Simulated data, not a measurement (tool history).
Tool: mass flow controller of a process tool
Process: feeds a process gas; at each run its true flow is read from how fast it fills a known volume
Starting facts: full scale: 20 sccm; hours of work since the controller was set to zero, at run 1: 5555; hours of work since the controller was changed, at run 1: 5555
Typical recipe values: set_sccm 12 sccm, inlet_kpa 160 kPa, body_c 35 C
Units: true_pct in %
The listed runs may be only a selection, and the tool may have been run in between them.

run,hour,set_sccm,inlet_kpa,body_c,hours of work since the controller was set to zero,hours of work since the controller was changed,true_pct
1,0.0,12,160,35,5555,5555,97.27
2,191.3,12,160,35,5648,5648,97.25
3,562.8,4,160,35,5829,5829,94.69
4,845.6,4,160,35,5966,5966,94.65
5,1161.3,4,160,35,6120,6120,94.52
6,1522.5,4,160,35,6296,6296,94.23
7,1902.4,4,160,35,6481,6481,94.21
8,2327.6,12,252,35,6688,6688,96.45
9,2670.1,12,252,35,6854,6854,96.37
10,3106.2,12,252,35,7066,7066,96.29
11,3461.7,12,252,35,7239,7239,96.32
12,3768.7,4,160,35,7389,7389,93.44
# hour 4056.1: controller's zero set anew
13,4189.9,4,160,35,65,7593,97.83
14,4533.8,4,160,35,232,7761,97.66
15,4886.5,16,160,35,404,7932,97.97
16,5128.2,6,160,35,522,8050,97.59
17,5485.6,6,160,35,696,8224,97.58
18,5883.5,6,160,35,889,8417,97.36
19,6067.3,12,160,35,979,8507,97.65
20,6269.3,12,160,28,1077,8605,98.30
21,6562.9,12,160,28,1220,8748,98.21
22,6824.0,12,160,28,1347,8875,98.36
23,7098.5,12,160,28,1480,9009,98.19
24,7422.6,12,160,28,1638,9166,98.10
25,7730.5,2,171,20,1788,9316,96.81
26,7943.2,2,171,20,1891,9420,96.66
27,8302.4,2,171,20,2066,9594,96.50
28,8691.7,8,156,26,2255,9784,97.72
29,8868.9,8,156,26,2342,9870,97.67
30,9166.1,7,183,32,2486,10014,96.92
31,9588.4,12,245,35,2692,10220,96.84
# hour 9687.8: controller exchanged for a calibrated one
32,9903.3,12,245,35,105,105,98.60
33,10081.3,12,245,35,191,191,98.56
34,10446.8,12,245,35,369,369,98.61
35,10820.4,12,245,35,551,551,98.40
36,11218.8,8,241,33,745,745,98.28
37,11436.2,5,177,33,851,851,98.31
38,11688.9,5,177,33,974,974,98.42
39,12109.4,5,177,33,1178,1178,98.10
40,12505.9,5,177,33,1371,1371,97.97
41,12739.6,15,204,27,1485,1485,99.05
42,13012.8,15,204,27,1618,1618,99.19
43,13314.8,3,212,35,1765,1765,96.86
44,13609.9,4,146,22,1908,1908,98.64
45,13798.5,12,213,31,2000,2000,98.44
46,14171.2,12,213,31,2181,2181,98.39
47,14426.5,14,234,30,2306,2306,98.32
48,14776.5,14,234,30,2476,2476,98.45

Predict each of these 4 candidate next runs independently; none follows another, all start after run 48:
A,15105.7,10,234,30,2636,2636,?
B,15105.7,14,160,35,2636,2636,?
C,15105.7,9,234,27,2636,2636,?
D,15105.7,11,151,35,2636,2636,?

run,true_pct
A,98.20
B,98.37
C,98.24
D,98.00
The same runs, with their run-to-run variation unchanged, on a tool lacking any hidden condition would have given:
run,true_pct
A,99.30
B,99.29
C,99.41
D,99.05
